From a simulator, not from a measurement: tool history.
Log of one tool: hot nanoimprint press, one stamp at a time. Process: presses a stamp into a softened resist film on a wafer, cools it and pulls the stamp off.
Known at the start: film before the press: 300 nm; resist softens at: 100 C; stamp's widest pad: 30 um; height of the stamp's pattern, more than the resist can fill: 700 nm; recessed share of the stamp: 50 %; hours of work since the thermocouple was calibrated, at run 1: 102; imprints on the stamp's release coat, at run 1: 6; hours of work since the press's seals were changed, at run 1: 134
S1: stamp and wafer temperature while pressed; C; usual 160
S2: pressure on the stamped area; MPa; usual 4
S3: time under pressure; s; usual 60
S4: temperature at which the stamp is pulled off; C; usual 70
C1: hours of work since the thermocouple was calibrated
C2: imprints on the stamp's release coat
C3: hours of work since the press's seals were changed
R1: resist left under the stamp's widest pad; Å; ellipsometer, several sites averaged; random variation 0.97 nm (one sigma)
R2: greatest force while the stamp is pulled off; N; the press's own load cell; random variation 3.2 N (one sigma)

run  hour   S1    S2   S3  S4   C1   C2   C3    R1   R2
  1     0  160     4   60  70  102    6  134  1408  149
  2   8.2  160     4   60  70  106   28  139  1421  156
  3  18.3  160     4  101  70  112   56  144  1134  158
  4  30.1  160     4   55  70  118   88  150  1456  145
  5  36.5  160  2.49   55  70  121  105  154  1736  154
  6  47.7  160     4   82  70  127  136  160  1259  157
  7  57.7  160     4   82  70  133  163  165  1241  150
  8  66.8  160  2.64   60  70  137  188  170  1646  156
  9  73.2  160     4   48  70  141  205  173  1549  155
 10  81.5  160     4   60  70  145  227  178  1421  154
 11  90.8  160     4   60  70  150  253  183  1396  157

The next listed run, before its measurement:
 12  98.7  160   4  60  70  154  274  187   ?   ?

R1: 1417 Å
R2: 153 N
Without the tool's hidden state the same run would have given R1 1380 Å, R2 147 N.

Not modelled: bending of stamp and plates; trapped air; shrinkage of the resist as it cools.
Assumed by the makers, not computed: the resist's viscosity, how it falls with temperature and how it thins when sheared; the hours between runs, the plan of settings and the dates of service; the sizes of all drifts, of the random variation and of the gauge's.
